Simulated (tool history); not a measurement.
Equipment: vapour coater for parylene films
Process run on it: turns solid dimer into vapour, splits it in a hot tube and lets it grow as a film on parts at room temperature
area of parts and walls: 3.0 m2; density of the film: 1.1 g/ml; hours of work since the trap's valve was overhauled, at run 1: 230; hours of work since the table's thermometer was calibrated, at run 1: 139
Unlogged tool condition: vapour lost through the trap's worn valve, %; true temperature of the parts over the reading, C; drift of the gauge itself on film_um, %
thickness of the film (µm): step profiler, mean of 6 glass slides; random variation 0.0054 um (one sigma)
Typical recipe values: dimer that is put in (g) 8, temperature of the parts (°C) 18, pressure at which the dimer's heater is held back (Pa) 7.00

run    hour  dimer that is put in (g)  temperature of the parts (°C)  pressure at which the dimer's heater is held back (Pa)  hours of work since the trap's valve was overhauled  hours of work since the table's thermometer was calibrated  thickness of the film (µm)
  1     0.0                         8                             18                                                    7.00                                                  230                                                         139                       1.590
  2    27.7                         8                             18                                                    7.00                                                  248                                                         157                       1.580
  3    55.0                         6                             18                                                    7.00                                                  266                                                         175                       1.180
  4    81.9                         6                             18                                                    7.00                                                  284                                                         193                       1.179
  5   102.3                         4                             18                                                    7.00                                                  297                                                         206                       0.791
  6   132.4                         4                             18                                                    7.00                                                  316                                                         226                       0.783
  7   154.7                         4                             18                                                    7.00                                                  331                                                         240                       0.787
  8   181.2                         4                             18                                                    7.00                                                  348                                                         257                       0.784
  9   200.7                         8                             16                                                    7.00                                                  361                                                         270                       1.623
 10   234.2                         8                             16                                                    7.00                                                  383                                                         292                       1.623
 11   257.8                         8                             18                                                    7.00                                                  398                                                         308                       1.552
 12   290.0                         8                             18                                                    7.00                                                  419                                                         329                       1.555
 13   319.8                         8                             18                                                    7.56                                                  439                                                         348                       1.528
 14   336.0                         8                             18                                                    7.56                                                  449                                                         359                       1.524
 15   360.3                         8                             18                                                    7.56                                                  465                                                         374                       1.518
 16   391.3                         8                             18                                                    2.46                                                  486                                                         395                       1.919
 17   421.1                         8                             18                                                    2.46                                                  505                                                         414                       1.927
 18   455.8                         8                             18                                                    2.46                                                  528                                                         437                       1.922
 19   475.6                         8                             18                                                    2.46                                                  541                                                         450                       1.918
 20   499.0                         8                             18                                                    7.00                                                  556                                                         465                       1.525
 21   519.6                         8                             18                                                    7.00                                                  569                                                         478                       1.525
 22   537.1                         8                             18                                                    7.00                                                  581                                                         490                       1.520
      550.9  -- trap's valve overhauled
 23   569.5                         8                             18                                                    7.00                                                   12                                                         508                       1.644
 24   596.2                         8                             24                                                    7.00                                                   30                                                         526                       1.460
 25   621.9                         6                             13                                                    5.05                                                   46                                                         543                       1.438
 26   648.9                         6                             13                                                    5.05                                                   64                                                         560                       1.439
 27   672.9                         8                             12                                                    3.00                                                   80                                                         576                       2.176
 28   699.6                        11                             12                                                   11.62                                                   97                                                         593                       2.237
 29   720.9                        11                             12                                                   11.62                                                  111                                                         607                       2.238
 30   741.3                        11                             21                                                    9.19                                                  124                                                         621                       1.987
 31   764.0                         3                             10                                                    9.19                                                  139                                                         635                       0.653
 32   788.3                        13                             11                                                    2.47                                                  155                                                         651                       3.719
 33   808.1                        10                             14                                                    8.18                                                  168                                                         664                       2.098
 34   828.4                        11                             25                                                    3.15                                                  181                                                         677                       2.302
 35   856.3                        11                             25                                                    3.15                                                  199                                                         696                       2.304
 36   885.6                         8                             13                                                    7.00                                                  219                                                         715                       1.766
 37   908.4                         3                             15                                                    4.21                                                  233                                                         730                       0.705
 38   926.5                         3                             15                                                    3.37                                                  245                                                         742                       0.731
 39   958.0                         3                             15                                                    3.37                                                  266                                                         762                       0.739
 40   986.2                         3                             15                                                    3.37                                                  284                                                         781                       0.737
 41  1004.5                         6                             13                                                   11.74                                                  296                                                         792                       1.167
 42  1018.9                        10                             17                                                    4.50                                                  306                                                         802                       2.213
 43  1052.5                         6                             16                                                    5.07                                                  328                                                         824                       1.315
 44  1079.0                         6                             16                                                    5.07                                                  345                                                         841                       1.315
 45  1096.0                         6                             16                                                    5.07                                                  356                                                         852                       1.308
 46  1115.1                         4                             26                                                    3.15                                                  368                                                         865                       0.808
 47  1130.3                         3                             26                                                    8.38                                                  378                                                         875                       0.494

3 ways to go on from here, each from the tool as it stands after run 47. What would each give?
  A  1145.5                         8                             14                                                    7.00                                                  388                                                         885                           ?
  B  1145.5                         3                             11                                                   11.79                                                  388                                                         885                           ?
  C  1145.5                         8                             27                                                    9.45                                                  388                                                         885                           ?

run  thickness of the film (µm)
  A                       1.685
  B                       0.607
  C                       1.248
With the hidden condition removed and each run's random variation left untouched, the same runs would have given:
run  thickness of the film (µm)
  A                       1.757
  B                       0.632
  C                       1.302

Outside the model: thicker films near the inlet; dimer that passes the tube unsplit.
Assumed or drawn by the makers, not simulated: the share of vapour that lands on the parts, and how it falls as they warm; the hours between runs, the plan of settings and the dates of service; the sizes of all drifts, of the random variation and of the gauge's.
